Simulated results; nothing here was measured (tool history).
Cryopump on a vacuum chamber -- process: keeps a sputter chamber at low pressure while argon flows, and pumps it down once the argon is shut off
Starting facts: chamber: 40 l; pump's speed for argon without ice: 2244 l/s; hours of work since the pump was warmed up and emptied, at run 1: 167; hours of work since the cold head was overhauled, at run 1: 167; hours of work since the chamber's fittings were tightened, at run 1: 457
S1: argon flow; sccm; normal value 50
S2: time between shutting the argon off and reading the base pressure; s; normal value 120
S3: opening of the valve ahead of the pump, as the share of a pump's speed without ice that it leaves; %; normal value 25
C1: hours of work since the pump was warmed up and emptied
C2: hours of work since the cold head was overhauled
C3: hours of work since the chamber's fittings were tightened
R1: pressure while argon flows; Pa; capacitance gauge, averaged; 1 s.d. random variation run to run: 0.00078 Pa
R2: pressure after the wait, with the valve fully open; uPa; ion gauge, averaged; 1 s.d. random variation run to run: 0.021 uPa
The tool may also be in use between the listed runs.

{"run": 1, "hour": 0.0, "S1": 50, "S2": 120, "S3": 25, "C1": 167, "C2": 167, "C3": 457, "R1": 0.1519, "R2": 0.63}
{"run": 2, "hour": 35.1, "S1": 50, "S2": 219, "S3": 25, "C1": 188, "C2": 188, "C3": 478, "R1": 0.1533, "R2": 0.48}
{"run": 3, "hour": 71.4, "S1": 50, "S2": 219, "S3": 25, "C1": 210, "C2": 210, "C3": 500, "R1": 0.1526, "R2": 0.45}
{"run": 4, "hour": 89.8, "S1": 50, "S2": 219, "S3": 25, "C1": 221, "C2": 221, "C3": 511, "R1": 0.1543, "R2": 0.45}
{"run": 5, "hour": 129.7, "S1": 50, "S2": 219, "S3": 25, "C1": 245, "C2": 245, "C3": 535, "R1": 0.1535, "R2": 0.48}
{"run": 6, "hour": 169.4, "S1": 50, "S2": 219, "S3": 25, "C1": 269, "C2": 269, "C3": 559, "R1": 0.1524, "R2": 0.49}
{"run": 7, "hour": 188.7, "S1": 50, "S2": 21, "S3": 25, "C1": 280, "C2": 280, "C3": 570, "R1": 0.152, "R2": 2.23}
{"run": 8, "hour": 232.7, "S1": 50, "S2": 21, "S3": 25, "C1": 306, "C2": 306, "C3": 596, "R1": 0.1538, "R2": 2.13}
{"run": 9, "hour": 267.1, "S1": 50, "S2": 21, "S3": 25, "C1": 327, "C2": 327, "C3": 617, "R1": 0.1533, "R2": 2.28}
{"run": 10, "hour": 311.8, "S1": 50, "S2": 21, "S3": 25, "C1": 354, "C2": 354, "C3": 644, "R1": 0.1538, "R2": 2.22}
{"run": 11, "hour": 353.1, "S1": 50, "S2": 21, "S3": 25, "C1": 378, "C2": 378, "C3": 668, "R1": 0.1531, "R2": 2.23}
{"run": 12, "hour": 379.7, "S1": 50, "S2": 21, "S3": 25, "C1": 394, "C2": 394, "C3": 684, "R1": 0.1555, "R2": 2.23}
{"run": 13, "hour": 403.3, "S1": 50, "S2": 21, "S3": 25, "C1": 408, "C2": 408, "C3": 698, "R1": 0.1548, "R2": 2.2}
{"run": 14, "hour": 434.9, "S1": 92, "S2": 43, "S3": 33, "C1": 427, "C2": 427, "C3": 717, "R1": 0.2153, "R2": 1.31}
{"run": 15, "hour": 473.7, "S1": 37, "S2": 136, "S3": 33, "C1": 450, "C2": 450, "C3": 741, "R1": 0.0869, "R2": 0.66}
{"run": 16, "hour": 508.9, "S1": 37, "S2": 136, "S3": 33, "C1": 471, "C2": 471, "C3": 762, "R1": 0.0875, "R2": 0.65}
{"run": 17, "hour": 549.2, "S1": 37, "S2": 93, "S3": 17, "C1": 496, "C2": 496, "C3": 786, "R1": 0.1659, "R2": 0.82}

Forecast run 18:
{"run": 18, "hour": 579.9, "S1": 37, "S2": 93, "S3": 17, "C1": 514, "C2": 514, "C3": 804, "R1": "?", "R2": "?"}

R1: 0.1663 Pa
R2: 0.82 uPa
Minus the tool's unlogged condition, the same run would have read R1 0.1631 Pa, R2 0.57 uPa.
